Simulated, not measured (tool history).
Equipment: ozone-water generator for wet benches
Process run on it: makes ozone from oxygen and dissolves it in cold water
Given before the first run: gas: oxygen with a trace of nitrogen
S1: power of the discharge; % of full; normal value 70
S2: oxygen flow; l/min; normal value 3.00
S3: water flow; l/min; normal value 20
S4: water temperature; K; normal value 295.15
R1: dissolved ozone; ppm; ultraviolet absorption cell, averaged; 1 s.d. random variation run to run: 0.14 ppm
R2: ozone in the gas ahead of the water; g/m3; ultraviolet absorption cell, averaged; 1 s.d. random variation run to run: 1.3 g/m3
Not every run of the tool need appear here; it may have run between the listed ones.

run   hour  S1    S2  S3      S4    R1     R2
  1    0.0  70  3.00  20  295.15  16.6  236.3
  2   38.8  70  3.00  20  295.15  16.6  234.9
  3   58.6  70  3.00  20  300.15  15.3  233.9
  4  102.5  70  1.97  20  295.15  14.7  282.1
  5  139.5  70  1.97  20  295.15  14.8  283.4
  6  180.9  70  1.97  20  295.15  14.9  282.4
  7  208.2  56  4.02  19  293.15  15.6  175.5
  8  235.5  56  4.02  19  293.15  15.8  175.3
  9  255.3  91  3.00  18  293.15  22.1  283.2
 10  275.5  59  3.00  20  299.15  13.9  209.5
 11  313.4  59  3.00  20  299.15  13.9  207.3

Pick out some run-to-run changes in R2. Of each, how much would a tool without hidden state show as well, from the settings, what came in and chance, and how much is left for the hidden state and any gauge scatter not in both results compared?
What the log doesn't record here: yield of the discharge, % of new electrodes'; contactor's efficiency, % of a clean one's; true water temperature over the reading, C; drift of the gauge itself on ozone_ppm, %; drift of the gauge itself on gas_g_m3, %.
Run 8 -> 9: S1 56 -> 91, S2 4.02 -> 3.00, S3 19 -> 18. R2 +107.9 g/m3: hidden state +0.8, all else +107.1.
